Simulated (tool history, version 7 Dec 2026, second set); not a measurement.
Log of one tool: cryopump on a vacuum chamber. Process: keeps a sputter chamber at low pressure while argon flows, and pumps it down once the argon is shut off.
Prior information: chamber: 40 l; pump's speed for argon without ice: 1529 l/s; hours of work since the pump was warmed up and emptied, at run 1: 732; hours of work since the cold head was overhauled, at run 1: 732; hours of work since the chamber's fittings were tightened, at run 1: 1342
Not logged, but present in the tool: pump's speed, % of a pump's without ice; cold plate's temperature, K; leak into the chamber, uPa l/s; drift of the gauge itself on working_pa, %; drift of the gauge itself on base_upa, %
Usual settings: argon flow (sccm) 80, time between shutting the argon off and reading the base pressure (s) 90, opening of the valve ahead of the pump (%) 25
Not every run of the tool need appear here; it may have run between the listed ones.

| run | hour | argon flow (sccm) | time between shutting the argon off and reading the base pressure (s) | opening of the valve ahead of the pump (%) | hours of work since the pump was warmed up and emptied | hours of work since the cold head was overhauled | hours of work since the chamber's fittings were tightened | pressure while argon flows (Pa) | pressure after the wait (uPa) |
|---|---|---|---|---|---|---|---|---|---|
| 1 | 0 | 80 | 90 | 25 | 732 | 732 | 1342 | 0.3736 | 1.45 |
| 2 | 20.1 | 80 | 90 | 25 | 745 | 745 | 1355 | 0.3764 | 1.44 |
|  | 42.3 | pump warmed up, emptied and cooled again |
| 3 | 50.2 | 80 | 90 | 25 | 5 | 760 | 1370 | 0.3557 | 1.24 |
| 4 | 90.7 | 80 | 90 | 57 | 30 | 785 | 1395 | 0.1568 | 1.29 |
| 5 | 115.6 | 80 | 90 | 57 | 45 | 800 | 1411 | 0.1588 | 1.32 |
| 6 | 156.3 | 80 | 52 | 25 | 70 | 826 | 1436 | 0.3561 | 1.66 |
| 7 | 174.4 | 80 | 52 | 25 | 82 | 837 | 1447 | 0.358 | 1.73 |
| 8 | 195.9 | 80 | 52 | 25 | 95 | 850 | 1460 | 0.3582 | 1.74 |
| 9 | 226.6 | 80 | 52 | 25 | 114 | 869 | 1479 | 0.3591 | 1.79 |
| 10 | 250.4 | 80 | 90 | 30 | 129 | 884 | 1494 | 0.2964 | 1.35 |
| 11 | 270.9 | 80 | 90 | 30 | 141 | 896 | 1507 | 0.3005 | 1.4 |
| 12 | 301.8 | 80 | 90 | 30 | 160 | 916 | 1526 | 0.3032 | 1.32 |
| 13 | 332.9 | 80 | 90 | 25 | 180 | 935 | 1545 | 0.3602 | 1.43 |
| 14 | 352.1 | 80 | 286 | 25 | 192 | 947 | 1557 | 0.3571 | 1 |
| 15 | 378.5 | 80 | 90 | 25 | 208 | 963 | 1573 | 0.3619 | 1.42 |
| 16 | 396.9 | 80 | 90 | 22 | 219 | 974 | 1584 | 0.4097 | 1.43 |
| 17 | 425.7 | 80 | 23 | 47 | 237 | 992 | 1602 | 0.1957 | 3.01 |
| 18 | 450.4 | 80 | 23 | 47 | 252 | 1007 | 1617 | 0.195 | 3.14 |
| 19 | 491.1 | 80 | 90 | 47 | 277 | 1033 | 1643 | 0.1973 | 1.47 |
| 20 | 532.7 | 61 | 90 | 18 | 303 | 1058 | 1668 | 0.3807 | 1.47 |
| 21 | 573 | 37 | 64 | 27 | 328 | 1083 | 1693 | 0.1559 | 1.72 |
| 22 | 606.8 | 110 | 104 | 34 | 349 | 1104 | 1714 | 0.375 | 1.46 |
| 23 | 643.2 | 41 | 55 | 34 | 371 | 1127 | 1737 | 0.141 | 1.93 |
| 24 | 667.3 | 80 | 218 | 25 | 386 | 1142 | 1752 | 0.3645 | 1.16 |
| 25 | 691.7 | 38 | 91 | 20 | 401 | 1157 | 1767 | 0.2159 | 1.5 |
| 26 | 710.3 | 38 | 49 | 40 | 413 | 1168 | 1778 | 0.1109 | 2.05 |
| 27 | 742.2 | 96 | 161 | 18 | 433 | 1188 | 1798 | 0.6059 | 1.28 |
| 28 | 770.9 | 96 | 161 | 18 | 450 | 1206 | 1816 | 0.6067 | 1.33 |
| 29 | 789.2 | 93 | 224 | 19 | 462 | 1217 | 1827 | 0.5608 | 1.2 |

Hidden state or all else? Some run-to-run changes of pressure while argon flows (Pa), split into what the settings, what came in and random variation would give without the hidden state, and what is left for the hidden state (with any gauge scatter that isn't in both results):
Run 2 -> 3: pump warmed up, emptied and cooled again. pressure while argon flows (Pa) -0.0207: hidden state -0.0218, all else +0.0011.
Run 21 -> 22: argon flow (sccm) 37 -> 110, time between shutting the argon off and reading the base pressure (s) 64 -> 104, opening of the valve ahead of the pump (%) 27 -> 34. pressure while argon flows (Pa) +0.2191: hidden state +0.0111, all else +0.208.
Run 22 -> 23: argon flow (sccm) 110 -> 41, time between shutting the argon off and reading the base pressure (s) 104 -> 55. pressure while argon flows (Pa) -0.234: hidden state -0.0097, all else -0.2243.
Run 26 -> 27: argon flow (sccm) 38 -> 96, time between shutting the argon off and reading the base pressure (s) 49 -> 161, opening of the valve ahead of the pump (%) 40 -> 18. pressure while argon flows (Pa) +0.495: hidden state +0.011, all else +0.484.
